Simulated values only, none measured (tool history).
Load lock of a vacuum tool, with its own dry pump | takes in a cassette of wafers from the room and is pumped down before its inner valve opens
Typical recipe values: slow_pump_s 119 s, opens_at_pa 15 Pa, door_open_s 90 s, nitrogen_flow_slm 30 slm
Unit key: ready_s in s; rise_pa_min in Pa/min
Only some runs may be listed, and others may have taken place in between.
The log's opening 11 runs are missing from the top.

run	hour	slow_pump_s	opens_at_pa	door_open_s	nitrogen_flow_slm	hours that the pump has run since its overhaul	times that the door has closed on its seal	incoming humidity of the room's air, %	ready_s	rise_pa_min
12	934.8	119	15	90	31	3126	6528	41.5	182.1	0.038
13	994	119	15	90	8	3185	6618	45.8	182.1	0.053
14	1097.4	119	15	90	18	3289	6774	44.8	182.5	0.045
15	1174	76	15	90	18	3365	6890	48.8	145.7	0.05
16	1275.6	119	15	90	6	3467	7044	45.2	182.2	0.065
17	1344.4	119	15	66	6	3536	7148	45.6	183.5	0.058
18	1442.7	119	15	90	30	3634	7297	41.9	181.3	0.037
19	1520.9	119	15	90	30	3712	7415	45.9	182.3	0.037
20	1597.4	87	18	90	30	3789	7531	45.3	153.9	0.04
21	1684.6	119	13	90	5	3876	7663	45.8	185	0.061
22	1745.4	119	13	90	5	3937	7755	40.7	184.4	0.054
23	1833	225	13	90	21	4024	7888	43.1	278	0.043
24	1931.8	119	28	90	30	4123	8037	48.4	178.1	0.049
25	2049.6	83	29	90	30	4241	8216	42.4	145.7	0.046
26	2158.9	83	29	90	30	4350	8381	39.9	144.3	0.033
27	2273.2	83	29	90	30	4465	8554	46.7	146.4	0.044
28	2344.6	83	29	90	30	4536	8662	48.5	144	0.046
29	2426.7	115	15	26	21	4618	8787	41	179.5	0.029
30	2525.6	115	15	26	21	4717	8936	43.3	179.6	0.027
31	2604.4	128	21	26	21	4796	9056	45.3	189.2	0.03

Predict the results of run 32:
32	2715.8	126	29	26	21	4907	9224	48.6	?	?

{"run 32": {"ready_s": 184.2, "rise_pa_min": 0.031}}
Had the tool carried no hidden state, the very same run would have given ready_s 181.3 s, rise_pa_min 0.019 Pa/min.
